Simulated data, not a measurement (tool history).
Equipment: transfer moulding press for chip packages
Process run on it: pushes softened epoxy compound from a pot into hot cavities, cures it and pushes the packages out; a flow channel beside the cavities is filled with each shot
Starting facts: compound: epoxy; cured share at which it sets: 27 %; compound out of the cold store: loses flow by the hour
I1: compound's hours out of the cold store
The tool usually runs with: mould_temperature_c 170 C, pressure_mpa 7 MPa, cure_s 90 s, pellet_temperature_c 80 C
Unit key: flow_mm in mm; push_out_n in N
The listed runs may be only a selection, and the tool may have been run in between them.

{"run": 1, "hour": 0.0, "mould_temperature_c": 170, "pressure_mpa": 7, "cure_s": 90, "pellet_temperature_c": 80, "I1": 11.5, "flow_mm": 805, "push_out_n": 389}
{"hour": 34.5, "done": "cavities cleaned with cleaning compound and waxed"}
{"run": 2, "hour": 40.6, "mould_temperature_c": 170, "pressure_mpa": 7, "cure_s": 90, "pellet_temperature_c": 80, "I1": 35, "flow_mm": 709, "push_out_n": 453}
{"run": 3, "hour": 67.3, "mould_temperature_c": 170, "pressure_mpa": 7.76, "cure_s": 90, "pellet_temperature_c": 80, "I1": 37, "flow_mm": 731, "push_out_n": 471}
{"hour": 112.2, "done": "cavities cleaned with cleaning compound and waxed"}
{"run": 4, "hour": 118.3, "mould_temperature_c": 170, "pressure_mpa": 8.39, "cure_s": 90, "pellet_temperature_c": 80, "I1": 28.9, "flow_mm": 785, "push_out_n": 269}
{"run": 5, "hour": 157.6, "mould_temperature_c": 170, "pressure_mpa": 7, "cure_s": 90, "pellet_temperature_c": 80, "I1": 32.8, "flow_mm": 711, "push_out_n": 376}
{"hour": 188.2, "done": "cavities cleaned with cleaning compound and waxed"}
{"run": 6, "hour": 197.6, "mould_temperature_c": 170, "pressure_mpa": 7, "cure_s": 90, "pellet_temperature_c": 80, "I1": 18.2, "flow_mm": 734, "push_out_n": 294}
{"hour": 237.5, "done": "cavities cleaned with cleaning compound and waxed, once more"}
{"run": 7, "hour": 261.9, "mould_temperature_c": 170, "pressure_mpa": 7, "cure_s": 90, "pellet_temperature_c": 80, "I1": 24.5, "flow_mm": 714, "push_out_n": 342}
{"run": 8, "hour": 288.6, "mould_temperature_c": 170, "pressure_mpa": 7, "cure_s": 90, "pellet_temperature_c": 80, "I1": 39.5, "flow_mm": 656, "push_out_n": 393}
{"hour": 313.8, "done": "cavities cleaned with cleaning compound and waxed"}
{"run": 9, "hour": 316.0, "mould_temperature_c": 170, "pressure_mpa": 7, "cure_s": 90, "pellet_temperature_c": 80, "I1": 28.7, "flow_mm": 683, "push_out_n": 246}
{"run": 10, "hour": 357.1, "mould_temperature_c": 170, "pressure_mpa": 7, "cure_s": 90, "pellet_temperature_c": 80, "I1": 14.3, "flow_mm": 722, "push_out_n": 388}
{"hour": 390.7, "done": "cavities cleaned with cleaning compound and waxed"}
{"run": 11, "hour": 406.1, "mould_temperature_c": 170, "pressure_mpa": 5.26, "cure_s": 90, "pellet_temperature_c": 80, "I1": 30.6, "flow_mm": 577, "push_out_n": 307}
{"hour": 469.2, "done": "cavities cleaned with cleaning compound and waxed"}
{"run": 12, "hour": 469.2, "mould_temperature_c": 170, "pressure_mpa": 5.26, "cure_s": 90, "pellet_temperature_c": 80, "I1": 33.2, "flow_mm": 565, "push_out_n": 237}
{"run": 13, "hour": 521.4, "mould_temperature_c": 170, "pressure_mpa": 5.26, "cure_s": 90, "pellet_temperature_c": 80, "I1": 25.3, "flow_mm": 572, "push_out_n": 388}
{"hour": 537.7, "done": "plunger's sealing rings changed"}
{"hour": 550.2, "done": "cavities cleaned with cleaning compound and waxed"}
{"run": 14, "hour": 577.6, "mould_temperature_c": 170, "pressure_mpa": 7, "cure_s": 90, "pellet_temperature_c": 80, "I1": 40.3, "flow_mm": 704, "push_out_n": 345}
{"hour": 610.6, "done": "mould's thermocouples calibrated"}
{"hour": 628.4, "done": "cavities cleaned with cleaning compound and waxed"}
{"run": 15, "hour": 641.8, "mould_temperature_c": 170, "pressure_mpa": 7, "cure_s": 90, "pellet_temperature_c": 80, "I1": 10.4, "flow_mm": 794, "push_out_n": 320}
{"run": 16, "hour": 667.6, "mould_temperature_c": 163, "pressure_mpa": 6.26, "cure_s": 94, "pellet_temperature_c": 84, "I1": 42.9, "flow_mm": 670, "push_out_n": 533}
{"hour": 704.0, "done": "cavities cleaned with cleaning compound and waxed"}
{"run": 17, "hour": 716.9, "mould_temperature_c": 166, "pressure_mpa": 6.48, "cure_s": 97, "pellet_temperature_c": 75, "I1": 44.1, "flow_mm": 661, "push_out_n": 319}
{"run": 18, "hour": 771.9, "mould_temperature_c": 178, "pressure_mpa": 7.64, "cure_s": 97, "pellet_temperature_c": 86, "I1": 18.3, "flow_mm": 736, "push_out_n": 365}
{"hour": 782.8, "done": "cavities cleaned with cleaning compound and waxed"}
{"run": 19, "hour": 810.5, "mould_temperature_c": 173, "pressure_mpa": 5.75, "cure_s": 97, "pellet_temperature_c": 71, "I1": 42.5, "flow_mm": 583, "push_out_n": 310}
{"hour": 859.6, "done": "cavities cleaned with cleaning compound and waxed"}
{"run": 20, "hour": 859.6, "mould_temperature_c": 166, "pressure_mpa": 7, "cure_s": 87, "pellet_temperature_c": 72, "I1": 40.3, "flow_mm": 673, "push_out_n": 327}
{"run": 21, "hour": 917.9, "mould_temperature_c": 175, "pressure_mpa": 6.47, "cure_s": 99, "pellet_temperature_c": 78, "I1": 46.8, "flow_mm": 586, "push_out_n": 361}
{"hour": 938.4, "done": "cavities cleaned with cleaning compound and waxed"}
{"run": 22, "hour": 980.3, "mould_temperature_c": 175, "pressure_mpa": 6.47, "cure_s": 99, "pellet_temperature_c": 78, "I1": 25.8, "flow_mm": 639, "push_out_n": 347}
{"hour": 1017.9, "done": "cavities cleaned with cleaning compound and waxed"}
{"run": 23, "hour": 1029.1, "mould_temperature_c": 173, "pressure_mpa": 6.47, "cure_s": 89, "pellet_temperature_c": 78, "I1": 29.4, "flow_mm": 634, "push_out_n": 261}
{"run": 24, "hour": 1065.1, "mould_temperature_c": 171, "pressure_mpa": 7, "cure_s": 123, "pellet_temperature_c": 80, "I1": 30.2, "flow_mm": 653, "push_out_n": 338}
{"hour": 1095.2, "done": "cavities cleaned with cleaning compound and waxed"}
{"run": 25, "hour": 1096.5, "mould_temperature_c": 171, "pressure_mpa": 7, "cure_s": 95, "pellet_temperature_c": 86, "I1": 17.8, "flow_mm": 690, "push_out_n": 242}
{"hour": 1105.5, "done": "plunger's sealing rings changed"}
{"run": 26, "hour": 1159.9, "mould_temperature_c": 171, "pressure_mpa": 5.22, "cure_s": 95, "pellet_temperature_c": 83, "I1": 18.5, "flow_mm": 657, "push_out_n": 397}
{"hour": 1177.4, "done": "cavities cleaned with cleaning compound and waxed"}
{"run": 27, "hour": 1192.7, "mould_temperature_c": 170, "pressure_mpa": 8.12, "cure_s": 72, "pellet_temperature_c": 87, "I1": 28.7, "flow_mm": 783, "push_out_n": 433}
{"run": 28, "hour": 1221.4, "mould_temperature_c": 170, "pressure_mpa": 8.12, "cure_s": 72, "pellet_temperature_c": 75, "I1": 45.6, "flow_mm": 728, "push_out_n": 521}

What if the next run were any one of these 3? Each begins from the tool's condition after run 28:
{"hour": 1255.2, "done": "cavities cleaned with cleaning compound and waxed"}
{"run": "A", "hour": 1277.6, "mould_temperature_c": 170, "pressure_mpa": 7, "cure_s": 83, "pellet_temperature_c": 80, "I1": 29.2, "flow_mm": "?", "push_out_n": "?"}
{"hour": 1255.2, "done": "cavities cleaned with cleaning compound and waxed"}
{"run": "B", "hour": 1277.6, "mould_temperature_c": 170, "pressure_mpa": 7, "cure_s": 90, "pellet_temperature_c": 87, "I1": 17.2, "flow_mm": "?", "push_out_n": "?"}
{"hour": 1255.2, "done": "cavities cleaned with cleaning compound and waxed"}
{"run": "C", "hour": 1277.6, "mould_temperature_c": 176, "pressure_mpa": 8.23, "cure_s": 72, "pellet_temperature_c": 81, "I1": 26.3, "flow_mm": "?", "push_out_n": "?"}

run=A flow_mm=707 push_out_n=386
run=B flow_mm=763 push_out_n=347
run=C flow_mm=753 push_out_n=351
Take away the tool's hidden state, keep each run's random variation, and the runs would have read:
run=A flow_mm=737 push_out_n=287
run=B flow_mm=795 push_out_n=257
run=C flow_mm=784 push_out_n=258

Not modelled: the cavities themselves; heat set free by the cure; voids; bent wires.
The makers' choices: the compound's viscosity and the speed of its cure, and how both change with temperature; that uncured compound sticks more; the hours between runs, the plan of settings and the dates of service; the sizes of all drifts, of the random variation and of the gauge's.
